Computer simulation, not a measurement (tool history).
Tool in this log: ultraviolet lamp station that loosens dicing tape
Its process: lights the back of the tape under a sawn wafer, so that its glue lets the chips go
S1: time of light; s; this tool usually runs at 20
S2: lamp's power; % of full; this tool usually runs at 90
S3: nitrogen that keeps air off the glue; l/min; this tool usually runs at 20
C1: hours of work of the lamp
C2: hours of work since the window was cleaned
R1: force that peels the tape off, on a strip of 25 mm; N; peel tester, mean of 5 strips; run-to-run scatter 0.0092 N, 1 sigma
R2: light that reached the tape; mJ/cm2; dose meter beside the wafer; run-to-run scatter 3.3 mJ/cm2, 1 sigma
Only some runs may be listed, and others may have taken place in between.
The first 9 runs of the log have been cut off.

run 10 hour=328.9 | S1=12 S2=90 S3=20 | C1=25 C2=102 | R1=0.773 R2=309
run 11 hour=368.1 | S1=12 S2=90 S3=20 | C1=53 C2=130 | R1=0.785 R2=310
run 12 hour=401.8 | S1=12 S2=90 S3=20 | C1=76 C2=154 | R1=0.788 R2=306
run 13 hour=452.6 | S1=12 S2=90 S3=20 | C1=112 C2=189 | R1=0.81 R2=308
run 14 hour=501.9 | S1=12 S2=90 S3=20 | C1=147 C2=224 | R1=0.836 R2=299
run 15 hour=538.8 | S1=12 S2=90 S3=20 | C1=173 C2=250 | R1=0.819 R2=296
run 16 hour=576.3 | S1=12 S2=90 S3=20 | C1=199 C2=277 | R1=0.85 R2=296
run 17 hour=605.8 | S1=37 S2=90 S3=20 | C1=220 C2=297 | R1=0.251 R2=915
run 18 hour=659.1 | S1=26 S2=79 S3=14 | C1=257 C2=335 | R1=0.445 R2=552
run 19 hour=709.9 | S1=12 S2=88 S3=8 | C1=293 C2=371 | R1=1.336 R2=282
-- hour=751.9 window cleaned of glue's vapour
run 20 hour=754.9 | S1=12 S2=88 S3=8 | C1=325 C2=2 | R1=1.266 R2=290
run 21 hour=800.2 | S1=12 S2=94 S3=8 | C1=356 C2=34 | R1=1.144 R2=310
run 22 hour=851.4 | S1=10 S2=92 S3=10 | C1=392 C2=70 | R1=1.344 R2=252
run 23 hour=906.9 | S1=29 S2=92 S3=17 | C1=432 C2=109 | R1=0.296 R2=716
run 24 hour=940.5 | S1=29 S2=92 S3=17 | C1=455 C2=133 | R1=0.294 R2=706
run 25 hour=989.5 | S1=16 S2=92 S3=17 | C1=490 C2=167 | R1=0.641 R2=388
run 26 hour=1026.5 | S1=16 S2=92 S3=17 | C1=516 C2=193 | R1=0.659 R2=384
run 27 hour=1069.3 | S1=16 S2=92 S3=17 | C1=546 C2=223 | R1=0.663 R2=376
run 28 hour=1094.9 | S1=28 S2=84 S3=14 | C1=564 C2=241 | R1=0.377 R2=605
run 29 hour=1152.1 | S1=28 S2=84 S3=14 | C1=604 C2=282 | R1=0.392 R2=594
run 30 hour=1192.6 | S1=20 S2=69 S3=20 | C1=633 C2=310 | R1=0.699 R2=350
run 31 hour=1233.2 | S1=20 S2=69 S3=20 | C1=661 C2=339 | R1=0.683 R2=348
run 32 hour=1290.5 | S1=22 S2=67 S3=11 | C1=702 C2=379 | R1=0.867 R2=361
-- hour=1321.9 window cleaned of glue's vapour
run 33 hour=1333.9 | S1=22 S2=67 S3=11 | C1=732 C2=8 | R1=0.777 R2=388

Predict each of these 3 candidate next runs independently; none follows another, all start after run 33:
run A hour=1374.2 | S1=18 S2=82 S3=12 | C1=760 C2=37 | R1=? R2=?
run B hour=1374.2 | S1=20 S2=90 S3=12 | C1=760 C2=37 | R1=? R2=?
run C hour=1374.2 | S1=22 S2=70 S3=11 | C1=760 C2=37 | R1=? R2=?

run=A R1=0.767 R2=380
run=B R1=0.577 R2=462
run=C R1=0.748 R2=401
With no hidden state in the tool, these same runs would have given:
run=A R1=0.633 R2=440
run=B R1=0.474 R2=534
run=C R1=0.617 R2=462

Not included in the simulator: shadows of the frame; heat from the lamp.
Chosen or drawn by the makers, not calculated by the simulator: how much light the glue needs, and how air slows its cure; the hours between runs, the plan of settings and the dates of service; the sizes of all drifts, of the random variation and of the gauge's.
